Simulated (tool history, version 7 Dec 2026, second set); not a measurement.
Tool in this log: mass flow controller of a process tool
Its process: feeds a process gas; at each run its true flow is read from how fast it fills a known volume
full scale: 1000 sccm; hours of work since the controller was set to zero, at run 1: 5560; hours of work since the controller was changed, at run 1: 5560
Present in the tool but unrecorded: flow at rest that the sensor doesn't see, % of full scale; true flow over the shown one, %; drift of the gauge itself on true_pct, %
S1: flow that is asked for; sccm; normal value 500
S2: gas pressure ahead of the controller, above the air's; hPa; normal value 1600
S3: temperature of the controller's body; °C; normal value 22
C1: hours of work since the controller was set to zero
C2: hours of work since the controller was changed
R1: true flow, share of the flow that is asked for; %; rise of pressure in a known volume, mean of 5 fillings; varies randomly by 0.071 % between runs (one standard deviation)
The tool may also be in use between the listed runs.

run 1 hour=0 | S1=500 S2=1600 S3=22 | C1=5560 C2=5560 | R1=103.24
run 2 hour=377.8 | S1=500 S2=1600 S3=22 | C1=5746 C2=5746 | R1=103.41
run 3 hour=670.1 | S1=500 S2=1600 S3=22 | C1=5890 C2=5890 | R1=103.45
run 4 hour=1072.1 | S1=500 S2=1600 S3=22 | C1=6088 C2=6088 | R1=103.53
run 5 hour=1548.7 | S1=500 S2=1600 S3=22 | C1=6323 C2=6323 | R1=103.82
run 6 hour=1759.4 | S1=500 S2=1600 S3=22 | C1=6427 C2=6427 | R1=103.74
run 7 hour=2013.8 | S1=500 S2=1600 S3=22 | C1=6552 C2=6552 | R1=103.88
run 8 hour=2372.8 | S1=500 S2=1600 S3=22 | C1=6728 C2=6728 | R1=103.92
-- hour=2408.5 controller's zero set anew
run 9 hour=2595.4 | S1=500 S2=1600 S3=22 | C1=92 C2=6838 | R1=104.17
run 10 hour=3049.9 | S1=543 S2=1740 S3=27 | C1=316 C2=7062 | R1=103.83
run 11 hour=3361.5 | S1=543 S2=1740 S3=27 | C1=469 C2=7215 | R1=103.89
-- hour=3476.4 controller's zero set anew, once more
run 12 hour=3760.6 | S1=307 S2=2710 S3=21 | C1=140 C2=7411 | R1=101.69
run 13 hour=4149.9 | S1=182 S2=2710 S3=21 | C1=332 C2=7603 | R1=101.98
run 14 hour=4591.1 | S1=112 S2=1560 S3=29 | C1=549 C2=7820 | R1=102.49
run 15 hour=5003.2 | S1=112 S2=2050 S3=35 | C1=752 C2=8023 | R1=102.22
run 16 hour=5405.6 | S1=500 S2=1800 S3=22 | C1=950 C2=8221 | R1=102.52

Run by run, hidden condition taken away, random variation retained:
run=1 R1=100.16
run=2 R1=100.23
run=3 R1=100.19
run=4 R1=100.16
run=5 R1=100.31
run=6 R1=100.19
run=7 R1=100.25
run=8 R1=100.19
run=9 R1=100.12
run=10 R1=99.84
run=11 R1=99.82
run=12 R1=99.61
run=13 R1=99.6
run=14 R1=99.5
run=15 R1=98.91
run=16 R1=100.04
